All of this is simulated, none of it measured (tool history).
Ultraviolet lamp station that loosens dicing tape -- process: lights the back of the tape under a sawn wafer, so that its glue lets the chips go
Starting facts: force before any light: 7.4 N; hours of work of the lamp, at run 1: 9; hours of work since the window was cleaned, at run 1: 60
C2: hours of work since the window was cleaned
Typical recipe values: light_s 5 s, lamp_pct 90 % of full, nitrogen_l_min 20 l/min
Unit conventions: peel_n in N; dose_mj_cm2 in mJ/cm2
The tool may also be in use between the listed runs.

run 1 hour=0.0 | light_s=5 lamp_pct=90 nitrogen_l_min=20 | hours_of_work_of_the_lamp=9 C2=60 | peel_n=0.570 dose_mj_cm2=443
run 2 hour=28.1 | light_s=5 lamp_pct=90 nitrogen_l_min=20 | hours_of_work_of_the_lamp=28 C2=79 | peel_n=0.551 dose_mj_cm2=437
run 3 hour=47.0 | light_s=5 lamp_pct=90 nitrogen_l_min=20 | hours_of_work_of_the_lamp=40 C2=91 | peel_n=0.557 dose_mj_cm2=438
run 4 hour=63.8 | light_s=5 lamp_pct=90 nitrogen_l_min=7 | hours_of_work_of_the_lamp=51 C2=102 | peel_n=1.004 dose_mj_cm2=440
run 5 hour=83.5 | light_s=5 lamp_pct=90 nitrogen_l_min=7 | hours_of_work_of_the_lamp=64 C2=115 | peel_n=1.004 dose_mj_cm2=434
run 6 hour=101.5 | light_s=5 lamp_pct=90 nitrogen_l_min=20 | hours_of_work_of_the_lamp=76 C2=126 | peel_n=0.605 dose_mj_cm2=432
run 7 hour=124.5 | light_s=5 lamp_pct=90 nitrogen_l_min=20 | hours_of_work_of_the_lamp=91 C2=141 | peel_n=0.578 dose_mj_cm2=436
run 8 hour=145.1 | light_s=5 lamp_pct=90 nitrogen_l_min=20 | hours_of_work_of_the_lamp=104 C2=155 | peel_n=0.621 dose_mj_cm2=436
run 9 hour=160.0 | light_s=5 lamp_pct=90 nitrogen_l_min=9 | hours_of_work_of_the_lamp=114 C2=165 | peel_n=0.911 dose_mj_cm2=436
run 10 hour=191.1 | light_s=5 lamp_pct=90 nitrogen_l_min=9 | hours_of_work_of_the_lamp=134 C2=185 | peel_n=0.866 dose_mj_cm2=428
-- hour=194.1 window cleaned of glue's vapour
run 11 hour=205.8 | light_s=5 lamp_pct=90 nitrogen_l_min=9 | hours_of_work_of_the_lamp=143 C2=8 | peel_n=0.912 dose_mj_cm2=424
run 12 hour=231.9 | light_s=5 lamp_pct=61 nitrogen_l_min=16 | hours_of_work_of_the_lamp=160 C2=25 | peel_n=1.373 dose_mj_cm2=288
run 13 hour=260.1 | light_s=7 lamp_pct=90 nitrogen_l_min=37 | hours_of_work_of_the_lamp=179 C2=43 | peel_n=0.280 dose_mj_cm2=587
run 14 hour=277.7 | light_s=7 lamp_pct=90 nitrogen_l_min=37 | hours_of_work_of_the_lamp=190 C2=55 | peel_n=0.267 dose_mj_cm2=584
run 15 hour=307.5 | light_s=7 lamp_pct=82 nitrogen_l_min=18 | hours_of_work_of_the_lamp=210 C2=74 | peel_n=0.427 dose_mj_cm2=533
run 16 hour=325.6 | light_s=5 lamp_pct=70 nitrogen_l_min=13 | hours_of_work_of_the_lamp=221 C2=86 | peel_n=1.228 dose_mj_cm2=322
run 17 hour=340.7 | light_s=8 lamp_pct=70 nitrogen_l_min=9 | hours_of_work_of_the_lamp=231 C2=96 | peel_n=0.632 dose_mj_cm2=516
run 18 hour=360.7 | light_s=8 lamp_pct=66 nitrogen_l_min=10 | hours_of_work_of_the_lamp=244 C2=109 | peel_n=0.691 dose_mj_cm2=481
-- hour=387.3 window cleaned of glue's vapour, once more
run 19 hour=389.9 | light_s=8 lamp_pct=66 nitrogen_l_min=10 | hours_of_work_of_the_lamp=263 C2=2 | peel_n=0.625 dose_mj_cm2=497
run 20 hour=410.3 | light_s=5 lamp_pct=61 nitrogen_l_min=20 | hours_of_work_of_the_lamp=276 C2=15 | peel_n=1.282 dose_mj_cm2=287

Alternative continuations, all from the tool just after run 20; predict every row:
run A hour=431.6 | light_s=5 lamp_pct=81 nitrogen_l_min=20 | hours_of_work_of_the_lamp=290 C2=29 | peel_n=? dose_mj_cm2=?
run B hour=431.6 | light_s=5 lamp_pct=90 nitrogen_l_min=10 | hours_of_work_of_the_lamp=290 C2=29 | peel_n=? dose_mj_cm2=?
run C hour=431.6 | light_s=5 lamp_pct=90 nitrogen_l_min=19 | hours_of_work_of_the_lamp=290 C2=29 | peel_n=? dose_mj_cm2=?

run=A peel_n=0.772 dose_mj_cm2=379
run=B peel_n=0.885 dose_mj_cm2=417
run=C peel_n=0.653 dose_mj_cm2=419
Had the tool no hidden state, the same runs would have come out as:
run=A peel_n=0.664 dose_mj_cm2=411
run=B peel_n=0.763 dose_mj_cm2=452
run=C peel_n=0.560 dose_mj_cm2=453

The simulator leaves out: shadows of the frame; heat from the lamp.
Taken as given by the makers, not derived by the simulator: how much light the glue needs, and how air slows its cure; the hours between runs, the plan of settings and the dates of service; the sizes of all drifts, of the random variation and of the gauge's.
